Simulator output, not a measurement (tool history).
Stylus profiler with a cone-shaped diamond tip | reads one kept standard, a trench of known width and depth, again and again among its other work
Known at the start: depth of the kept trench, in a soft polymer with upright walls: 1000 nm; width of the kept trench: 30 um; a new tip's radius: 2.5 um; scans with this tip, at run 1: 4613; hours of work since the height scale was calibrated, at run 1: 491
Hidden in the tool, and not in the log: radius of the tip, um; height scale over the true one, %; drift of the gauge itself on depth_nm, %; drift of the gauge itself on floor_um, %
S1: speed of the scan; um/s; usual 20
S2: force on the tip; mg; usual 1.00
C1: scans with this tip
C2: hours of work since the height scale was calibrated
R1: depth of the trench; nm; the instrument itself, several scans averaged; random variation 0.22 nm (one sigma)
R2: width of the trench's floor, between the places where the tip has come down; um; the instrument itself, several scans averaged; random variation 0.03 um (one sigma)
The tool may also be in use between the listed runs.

run 1 hour=0.0 | S1=20 S2=1.00 | C1=4613 C2=491 | R1=1003.39 R2=25.23
run 2 hour=30.1 | S1=20 S2=1.00 | C1=4747 C2=505 | R1=1003.10 R2=25.20
run 3 hour=74.2 | S1=20 S2=1.00 | C1=4944 C2=526 | R1=1003.03 R2=25.14
run 4 hour=115.5 | S1=20 S2=0.35 | C1=5129 C2=546 | R1=1000.02 R2=25.11
run 5 hour=158.0 | S1=20 S2=0.35 | C1=5319 C2=566 | R1=999.86 R2=25.08
run 6 hour=194.0 | S1=20 S2=0.35 | C1=5480 C2=583 | R1=999.64 R2=25.11
run 7 hour=226.4 | S1=20 S2=0.35 | C1=5625 C2=598 | R1=999.80 R2=25.02
run 8 hour=273.7 | S1=7 S2=1.27 | C1=5836 C2=621 | R1=1003.48 R2=25.09
run 9 hour=301.9 | S1=10 S2=1.86 | C1=5962 C2=634 | R1=1005.68 R2=25.12
run 10 hour=337.3 | S1=10 S2=1.86 | C1=6121 C2=651 | R1=1005.40 R2=25.11
run 11 hour=365.0 | S1=28 S2=0.93 | C1=6244 C2=664 | R1=1002.18 R2=24.95
run 12 hour=409.7 | S1=13 S2=1.63 | C1=6444 C2=685 | R1=1004.48 R2=25.03
run 13 hour=461.1 | S1=15 S2=0.47 | C1=6674 C2=710 | R1=999.76 R2=24.95

Forecast each of these 4 alternatives for the next run:
run A hour=482.7 | S1=5 S2=2.32 | C1=6770 C2=720 | R1=? R2=?
run B hour=482.7 | S1=66 S2=0.39 | C1=6770 C2=720 | R1=? R2=?
run C hour=482.7 | S1=9 S2=2.22 | C1=6770 C2=720 | R1=? R2=?
run D hour=482.7 | S1=15 S2=1.00 | C1=6770 C2=720 | R1=? R2=?

run=A R1=1006.44 R2=25.02
run=B R1=999.19 R2=24.53
run=C R1=1006.16 R2=25.04
run=D R1=1002.40 R2=24.99
Without the tool's hidden state the same runs would have given:
run=A R1=1010.21 R2=25.97
run=B R1=1002.93 R2=25.48
run=C R1=1009.92 R2=25.99
run=D R1=1006.16 R2=25.94

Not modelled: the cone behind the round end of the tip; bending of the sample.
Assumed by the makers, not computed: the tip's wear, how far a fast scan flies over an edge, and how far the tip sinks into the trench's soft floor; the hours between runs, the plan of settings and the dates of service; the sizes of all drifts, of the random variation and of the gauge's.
